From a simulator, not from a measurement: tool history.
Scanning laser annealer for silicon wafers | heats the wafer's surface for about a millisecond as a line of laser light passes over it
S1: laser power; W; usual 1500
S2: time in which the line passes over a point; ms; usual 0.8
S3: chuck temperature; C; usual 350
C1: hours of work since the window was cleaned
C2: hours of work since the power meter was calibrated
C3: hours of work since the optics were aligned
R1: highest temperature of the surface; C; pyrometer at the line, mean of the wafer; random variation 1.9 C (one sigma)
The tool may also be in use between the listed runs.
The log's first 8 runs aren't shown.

run,hour,S1,S2,S3,C1,C2,C3,R1
9,154.8,1500,0.66,350,367,468,1106,1001
10,177.2,1500,0.8,350,379,480,1118,1058
11,201.2,1500,0.8,364,392,493,1131,1072
12,219.3,1500,0.8,336,401,503,1141,1042
13,231.6,1500,0.809,350,408,509,1147,1062
14,247,1500,0.616,350,416,517,1155,979
15,263.9,1500,0.616,350,425,526,1164,984
16,279.5,1500,0.616,376,433,535,1172,1005
17,299.1,1500,0.616,376,444,545,1183,1006
18,324.7,1500,0.616,376,457,558,1196,1010
19,348,1387,0.654,338,470,571,1209,930
20,375.1,1500,0.668,350,484,585,1223,1001
21,395.1,1500,0.668,350,495,596,1234,1001
22,419.6,1500,0.668,350,508,609,1247,998
# hour 440.3: window over the wafer cleaned
23,444.4,1500,0.944,317,2,621,1259,1101

Run 24 comes next. What will it give?
24,471.4,1500,0.944,317,16,635,1273,?

R1: 1099 C
Without the tool's hidden state the same run would have given R1 1117 C.
